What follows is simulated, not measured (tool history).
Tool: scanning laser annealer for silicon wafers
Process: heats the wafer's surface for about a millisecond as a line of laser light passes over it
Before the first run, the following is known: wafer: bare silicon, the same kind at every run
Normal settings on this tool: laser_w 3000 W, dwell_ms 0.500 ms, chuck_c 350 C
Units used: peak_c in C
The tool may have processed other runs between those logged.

Run 1, hour 0.0: usual settings. Result: peak_c 1132 C.
Run 2, hour 24.4: usual settings but dwell_ms 0.562 ms. Result: peak_c 1182 C.
Run 3, hour 48.0: usual settings but laser_w 3081 W. Result: peak_c 1152 C.
Run 4, hour 64.4: usual settings but laser_w 3081 W. Result: peak_c 1148 C.
At hour 79.5: window over the wafer cleaned.
Run 5, hour 92.8: usual settings but chuck_c 378 C. Result: peak_c 1182 C.
Run 6, hour 104.7: usual settings but dwell_ms 0.468 ms, chuck_c 378 C. Result: peak_c 1151 C.
Run 7, hour 119.2: usual settings. Result: peak_c 1152 C.
Run 8, hour 145.0: usual settings but dwell_ms 0.409 ms. Result: peak_c 1061 C.
Run 9, hour 171.1: usual settings but dwell_ms 0.409 ms. Result: peak_c 1059 C.
Run 10, hour 184.2: usual settings. Result: peak_c 1147 C.
Run 11, hour 207.1: usual settings. Result: peak_c 1150 C.
Run 12, hour 218.3: usual settings. Result: peak_c 1149 C.
Run 13, hour 243.6: usual settings. Result: peak_c 1142 C.
Run 14, hour 263.3: usual settings. Result: peak_c 1144 C.
Run 15, hour 286.0: usual settings. Result: peak_c 1143 C.
Run 16, hour 307.5: usual settings but laser_w 3171 W. Result: peak_c 1196 C.
Run 17, hour 327.9: usual settings but laser_w 3171 W. Result: peak_c 1192 C.
Run 18, hour 338.9: usual settings but laser_w 3171 W. Result: peak_c 1191 C.
Run 19, hour 356.5: usual settings but laser_w 3171 W. Result: peak_c 1187 C.
Run 20, hour 367.7: usual settings but laser_w 3171 W. Result: peak_c 1191 C.
Run 21, hour 384.9: usual settings but laser_w 3078 W. Result: peak_c 1159 C.
Run 22, hour 398.2: usual settings but laser_w 2720 W, dwell_ms 0.563 ms, chuck_c 339 C. Result: peak_c 1088 C.
At hour 403.6: laser's power meter calibrated.
Run 23, hour 412.7: usual settings but laser_w 2720 W, dwell_ms 0.563 ms, chuck_c 339 C. Result: peak_c 1085 C.
Run 24, hour 424.6: usual settings but laser_w 2720 W, dwell_ms 0.563 ms, chuck_c 339 C. Result: peak_c 1086 C.
Run 25, hour 437.4: usual settings but laser_w 2720 W, dwell_ms 0.563 ms, chuck_c 339 C. Result: peak_c 1083 C.
Run 26, hour 455.2: usual settings but chuck_c 372 C. Result: peak_c 1152 C.
Run 27, hour 466.7: usual settings but chuck_c 347 C. Result: peak_c 1128 C.
Run 28, hour 492.3: usual settings but chuck_c 347 C. Result: peak_c 1123 C.
Run 29, hour 510.0: usual settings but chuck_c 379 C. Result: peak_c 1154 C.
At hour 514.7: laser's power meter calibrated, once more.
Run 30, hour 529.3: usual settings but laser_w 3176 W, dwell_ms 0.400 ms, chuck_c 370 C. Result: peak_c 1096 C.
Run 31, hour 543.9: usual settings but laser_w 3176 W, dwell_ms 0.393 ms, chuck_c 370 C. Result: peak_c 1090 C.
Run 32, hour 555.1: usual settings but laser_w 3176 W, dwell_ms 0.393 ms, chuck_c 370 C. Result: peak_c 1086 C.
Run 33, hour 578.1: usual settings but laser_w 2873 W, dwell_ms 0.423 ms, chuck_c 323 C. Result: peak_c 989 C.
At hour 586.7: window over the wafer cleaned.
Run 34, hour 600.2: usual settings but laser_w 2694 W, dwell_ms 0.536 ms, chuck_c 328 C. Result: peak_c 1063 C.
Run 35, hour 625.0: usual settings but laser_w 3136 W, chuck_c 318 C. Result: peak_c 1167 C.
Run 36, hour 642.8: usual settings but laser_w 3136 W, chuck_c 318 C. Result: peak_c 1164 C.
Run 37, hour 659.9: usual settings but laser_w 2765 W, dwell_ms 0.370 ms, chuck_c 318 C. Result: peak_c 925 C.
Run 38, hour 672.2: usual settings but laser_w 2974 W, dwell_ms 0.370 ms, chuck_c 361 C. Result: peak_c 1022 C.
Run 39, hour 697.4: usual settings but laser_w 2984 W, dwell_ms 0.489 ms, chuck_c 312 C. Result: peak_c 1090 C.
Run 40, hour 718.3: usual settings but dwell_ms 0.530 ms. Result: peak_c 1171 C.
Run 41, hour 735.1: usual settings but laser_w 3020 W, chuck_c 383 C. Result: peak_c 1183 C.

4 options for the next run, each taken on its own from the tool as it stands now. Forecast them:
Run A, hour 754.9: usual settings but laser_w 2676 W, dwell_ms 0.388 ms, chuck_c 319 C. Result: peak_c ?.
Run B, hour 754.9: usual settings but laser_w 2947 W, chuck_c 383 C. Result: peak_c ?.
Run C, hour 754.9: usual settings but laser_w 2618 W, chuck_c 332 C. Result: peak_c ?.
Run D, hour 754.9: usual settings but laser_w 3114 W, dwell_ms 0.611 ms. Result: peak_c ?.

run  peak_c
  A     917
  B    1162
  C    1005
  D    1281
Without the tool's hidden state the same runs would have given:
run  peak_c
  A     940
  B    1193
  C    1032
  D    1318
